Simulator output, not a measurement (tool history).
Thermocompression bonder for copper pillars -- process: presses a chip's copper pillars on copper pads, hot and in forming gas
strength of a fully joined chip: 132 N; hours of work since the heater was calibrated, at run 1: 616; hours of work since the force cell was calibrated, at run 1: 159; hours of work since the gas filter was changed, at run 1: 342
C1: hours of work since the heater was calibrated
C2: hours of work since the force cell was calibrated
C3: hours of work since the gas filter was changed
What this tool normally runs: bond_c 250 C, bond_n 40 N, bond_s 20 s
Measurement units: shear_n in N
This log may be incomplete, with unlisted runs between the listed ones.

{"run": 1, "hour": 0.0, "bond_c": 250, "bond_n": 40, "bond_s": 20, "C1": 616, "C2": 159, "C3": 342, "shear_n": 46.7}
{"run": 2, "hour": 10.1, "bond_c": 250, "bond_n": 40, "bond_s": 20, "C1": 624, "C2": 167, "C3": 350, "shear_n": 46.5}
{"run": 3, "hour": 20.1, "bond_c": 250, "bond_n": 40, "bond_s": 47, "C1": 631, "C2": 175, "C3": 357, "shear_n": 64.2}
{"run": 4, "hour": 31.0, "bond_c": 250, "bond_n": 40, "bond_s": 47, "C1": 640, "C2": 183, "C3": 366, "shear_n": 64.4}
{"run": 5, "hour": 41.9, "bond_c": 250, "bond_n": 40, "bond_s": 47, "C1": 648, "C2": 192, "C3": 374, "shear_n": 64.4}
{"hour": 49.0, "done": "heater calibrated with a thermocouple chip"}
{"run": 6, "hour": 51.9, "bond_c": 250, "bond_n": 43, "bond_s": 47, "C1": 2, "C2": 198, "C3": 380, "shear_n": 67.1}
{"run": 7, "hour": 65.7, "bond_c": 250, "bond_n": 40, "bond_s": 20, "C1": 13, "C2": 208, "C3": 391, "shear_n": 46.4}
{"hour": 72.6, "done": "forming gas filter changed"}
{"run": 8, "hour": 72.6, "bond_c": 250, "bond_n": 40, "bond_s": 20, "C1": 18, "C2": 213, "C3": 0, "shear_n": 46.6}
{"run": 9, "hour": 78.9, "bond_c": 250, "bond_n": 40, "bond_s": 10, "C1": 23, "C2": 218, "C3": 5, "shear_n": 34.9}
{"run": 10, "hour": 91.8, "bond_c": 250, "bond_n": 40, "bond_s": 10, "C1": 33, "C2": 228, "C3": 15, "shear_n": 34.9}
{"run": 11, "hour": 102.0, "bond_c": 250, "bond_n": 40, "bond_s": 10, "C1": 40, "C2": 236, "C3": 23, "shear_n": 34.6}
{"run": 12, "hour": 113.8, "bond_c": 250, "bond_n": 40, "bond_s": 10, "C1": 49, "C2": 245, "C3": 32, "shear_n": 34.7}
{"run": 13, "hour": 122.8, "bond_c": 250, "bond_n": 40, "bond_s": 10, "C1": 56, "C2": 252, "C3": 39, "shear_n": 34.8}
{"run": 14, "hour": 131.4, "bond_c": 250, "bond_n": 40, "bond_s": 10, "C1": 63, "C2": 259, "C3": 45, "shear_n": 34.7}
{"run": 15, "hour": 145.1, "bond_c": 222, "bond_n": 40, "bond_s": 10, "C1": 74, "C2": 269, "C3": 56, "shear_n": 19.1}
{"run": 16, "hour": 151.9, "bond_c": 250, "bond_n": 40, "bond_s": 40, "C1": 79, "C2": 274, "C3": 61, "shear_n": 60.5}
{"run": 17, "hour": 164.0, "bond_c": 250, "bond_n": 43, "bond_s": 20, "C1": 88, "C2": 284, "C3": 70, "shear_n": 49.3}
{"run": 18, "hour": 178.1, "bond_c": 250, "bond_n": 43, "bond_s": 20, "C1": 99, "C2": 295, "C3": 81, "shear_n": 49.6}
{"run": 19, "hour": 184.5, "bond_c": 250, "bond_n": 43, "bond_s": 20, "C1": 104, "C2": 300, "C3": 86, "shear_n": 49.1}
{"run": 20, "hour": 196.2, "bond_c": 250, "bond_n": 43, "bond_s": 20, "C1": 113, "C2": 309, "C3": 95, "shear_n": 49.3}
{"run": 21, "hour": 209.4, "bond_c": 253, "bond_n": 37, "bond_s": 20, "C1": 123, "C2": 319, "C3": 105, "shear_n": 45.8}
{"run": 22, "hour": 223.1, "bond_c": 253, "bond_n": 37, "bond_s": 20, "C1": 134, "C2": 329, "C3": 116, "shear_n": 45.7}
{"run": 23, "hour": 236.2, "bond_c": 253, "bond_n": 37, "bond_s": 20, "C1": 144, "C2": 339, "C3": 126, "shear_n": 45.6}
{"run": 24, "hour": 246.4, "bond_c": 276, "bond_n": 27, "bond_s": 34, "C1": 152, "C2": 347, "C3": 134, "shear_n": 62.4}
{"run": 25, "hour": 253.0, "bond_c": 276, "bond_n": 27, "bond_s": 34, "C1": 157, "C2": 352, "C3": 139, "shear_n": 62.8}
{"run": 26, "hour": 265.8, "bond_c": 276, "bond_n": 27, "bond_s": 34, "C1": 166, "C2": 362, "C3": 149, "shear_n": 62.3}
{"run": 27, "hour": 277.2, "bond_c": 251, "bond_n": 54, "bond_s": 20, "C1": 175, "C2": 371, "C3": 157, "shear_n": 60.2}
{"run": 28, "hour": 284.5, "bond_c": 227, "bond_n": 54, "bond_s": 20, "C1": 181, "C2": 377, "C3": 163, "shear_n": 39.1}
{"run": 29, "hour": 297.8, "bond_c": 227, "bond_n": 54, "bond_s": 20, "C1": 191, "C2": 387, "C3": 173, "shear_n": 38.9}
{"run": 30, "hour": 304.2, "bond_c": 227, "bond_n": 54, "bond_s": 20, "C1": 196, "C2": 392, "C3": 178, "shear_n": 39.0}
{"run": 31, "hour": 312.6, "bond_c": 250, "bond_n": 40, "bond_s": 43, "C1": 203, "C2": 398, "C3": 185, "shear_n": 62.1}
{"run": 32, "hour": 322.0, "bond_c": 237, "bond_n": 32, "bond_s": 43, "C1": 210, "C2": 405, "C3": 192, "shear_n": 41.0}

Run 33 has not been measured yet. What should we expect?
{"run": 33, "hour": 330.2, "bond_c": 250, "bond_n": 34, "bond_s": 42, "C1": 216, "C2": 412, "C3": 198, "shear_n": "?"}

shear_n: 53.9 N
Without the tool's hidden state the same run would have given shear_n 53.9 N.

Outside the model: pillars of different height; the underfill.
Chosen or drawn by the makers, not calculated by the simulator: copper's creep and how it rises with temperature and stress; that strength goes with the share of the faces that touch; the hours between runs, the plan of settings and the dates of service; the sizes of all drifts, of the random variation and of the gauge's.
